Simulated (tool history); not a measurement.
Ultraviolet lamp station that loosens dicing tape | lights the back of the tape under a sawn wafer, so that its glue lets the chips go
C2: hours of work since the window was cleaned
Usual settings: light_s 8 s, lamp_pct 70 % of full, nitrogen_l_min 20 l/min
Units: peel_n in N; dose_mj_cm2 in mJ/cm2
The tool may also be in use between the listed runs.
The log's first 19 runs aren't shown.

run 20 day=9.762 | light_s=8 lamp_pct=68 nitrogen_l_min=37 | hours_of_work_of_the_lamp=370 C2=86 | peel_n=0.769 dose_mj_cm2=374
run 21 day=10.329 | light_s=7 lamp_pct=99 nitrogen_l_min=27 | hours_of_work_of_the_lamp=379 C2=95 | peel_n=0.617 dose_mj_cm2=480
run 22 day=10.821 | light_s=8 lamp_pct=97 nitrogen_l_min=20 | hours_of_work_of_the_lamp=387 C2=103 | peel_n=0.584 dose_mj_cm2=534
run 23 day=11.483 | light_s=8 lamp_pct=97 nitrogen_l_min=20 | hours_of_work_of_the_lamp=398 C2=114 | peel_n=0.570 dose_mj_cm2=531
run 24 day=12.196 | light_s=8 lamp_pct=97 nitrogen_l_min=20 | hours_of_work_of_the_lamp=410 C2=125 | peel_n=0.591 dose_mj_cm2=524
run 25 day=12.808 | light_s=13 lamp_pct=63 nitrogen_l_min=6 | hours_of_work_of_the_lamp=420 C2=135 | peel_n=0.950 dose_mj_cm2=546
run 26 day=13.133 | light_s=6 lamp_pct=63 nitrogen_l_min=37 | hours_of_work_of_the_lamp=425 C2=141 | peel_n=1.367 dose_mj_cm2=249
run 27 day=13.521 | light_s=7 lamp_pct=67 nitrogen_l_min=9 | hours_of_work_of_the_lamp=431 C2=147 | peel_n=1.578 dose_mj_cm2=310
run 28 day=14.108 | light_s=16 lamp_pct=67 nitrogen_l_min=9 | hours_of_work_of_the_lamp=441 C2=157 | peel_n=0.535 dose_mj_cm2=706
run 29 day=14.667 | light_s=14 lamp_pct=66 nitrogen_l_min=11 | hours_of_work_of_the_lamp=450 C2=166 | peel_n=0.620 dose_mj_cm2=604
run 30 day=15.317 | light_s=10 lamp_pct=70 nitrogen_l_min=13 | hours_of_work_of_the_lamp=461 C2=177 | peel_n=0.897 dose_mj_cm2=455
run 31 day=15.929 | light_s=9 lamp_pct=96 nitrogen_l_min=13 | hours_of_work_of_the_lamp=471 C2=187 | peel_n=0.667 dose_mj_cm2=557
run 32 day=16.279 | light_s=11 lamp_pct=80 nitrogen_l_min=7 | hours_of_work_of_the_lamp=477 C2=192 | peel_n=0.848 dose_mj_cm2=564
run 33 day=17.000 | light_s=14 lamp_pct=71 nitrogen_l_min=7 | hours_of_work_of_the_lamp=488 C2=204 | peel_n=0.717 dose_mj_cm2=633
run 34 day=17.558 | light_s=14 lamp_pct=71 nitrogen_l_min=7 | hours_of_work_of_the_lamp=498 C2=213 | peel_n=0.719 dose_mj_cm2=622
run 35 day=18.267 | light_s=14 lamp_pct=71 nitrogen_l_min=7 | hours_of_work_of_the_lamp=509 C2=225 | peel_n=0.731 dose_mj_cm2=622

5 ways to go on from here, each from the tool as it stands after run 35. What would each give?
run A day=18.804 | light_s=6 lamp_pct=76 nitrogen_l_min=20 | hours_of_work_of_the_lamp=518 C2=234 | peel_n=? dose_mj_cm2=?
run B day=18.804 | light_s=8 lamp_pct=100 nitrogen_l_min=20 | hours_of_work_of_the_lamp=518 C2=234 | peel_n=? dose_mj_cm2=?
run C day=18.804 | light_s=8 lamp_pct=62 nitrogen_l_min=20 | hours_of_work_of_the_lamp=518 C2=234 | peel_n=? dose_mj_cm2=?
run D day=18.804 | light_s=4 lamp_pct=83 nitrogen_l_min=28 | hours_of_work_of_the_lamp=518 C2=234 | peel_n=? dose_mj_cm2=?
run E day=18.804 | light_s=4 lamp_pct=61 nitrogen_l_min=10 | hours_of_work_of_the_lamp=518 C2=234 | peel_n=? dose_mj_cm2=?

run=A peel_n=1.330 dose_mj_cm2=284
run=B peel_n=0.651 dose_mj_cm2=495
run=C peel_n=1.240 dose_mj_cm2=304
run=D peel_n=1.792 dose_mj_cm2=208
run=E peel_n=2.668 dose_mj_cm2=148
Without the tool's hidden state the same runs would have given:
run=A peel_n=0.977 dose_mj_cm2=364
run=B peel_n=0.456 dose_mj_cm2=634
run=C peel_n=0.895 dose_mj_cm2=389
run=D peel_n=1.381 dose_mj_cm2=265
run=E peel_n=2.286 dose_mj_cm2=191
